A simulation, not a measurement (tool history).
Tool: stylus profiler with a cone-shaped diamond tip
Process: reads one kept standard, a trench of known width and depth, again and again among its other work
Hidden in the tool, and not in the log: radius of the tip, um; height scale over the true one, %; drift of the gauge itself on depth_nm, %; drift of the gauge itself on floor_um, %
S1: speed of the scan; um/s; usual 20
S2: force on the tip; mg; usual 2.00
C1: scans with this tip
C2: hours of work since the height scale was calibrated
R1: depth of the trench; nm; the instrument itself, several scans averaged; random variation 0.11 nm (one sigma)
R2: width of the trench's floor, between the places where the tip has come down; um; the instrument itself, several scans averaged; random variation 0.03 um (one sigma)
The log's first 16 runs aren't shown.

run   hour  S1    S2     C1    C2      R1     R2
 17  406.2  20  1.23  11196  1094  200.94  47.74
 18  438.6  20  1.23  11390  1113  200.85  47.75
 19  457.5  20  1.23  11504  1124  200.95  47.74
 20  483.6  27  2.00  11660  1139  201.82  47.71
 21  502.9  27  2.00  11776  1151  201.59  47.62
 22  521.0  12  0.82  11885  1161  200.48  47.70
 23  543.6  20  1.40  12021  1174  201.22  47.71
 24  562.3  70  5.06  12133  1185  203.47  47.65
 25  600.0  70  5.06  12360  1208  203.40  47.60
 26  623.9  14  0.87  12503  1222  200.58  47.69
 27  647.3  10  2.76  12643  1235  202.12  47.73
 28  665.3  10  2.76  12752  1246  201.89  47.73
 29  687.8  70  4.76  12887  1259  203.06  47.56
 30  723.0  31  0.82  13098  1280  200.60  47.58

Run 31 comes next. What will it give?
 31  740.8  31  0.82  13205  1290   ?   ?

Run 31 gave R1 200.60 nm, R2 47.60 um.
Without the tool's hidden state the same run would have given R1 201.27 nm, R2 47.89 um.
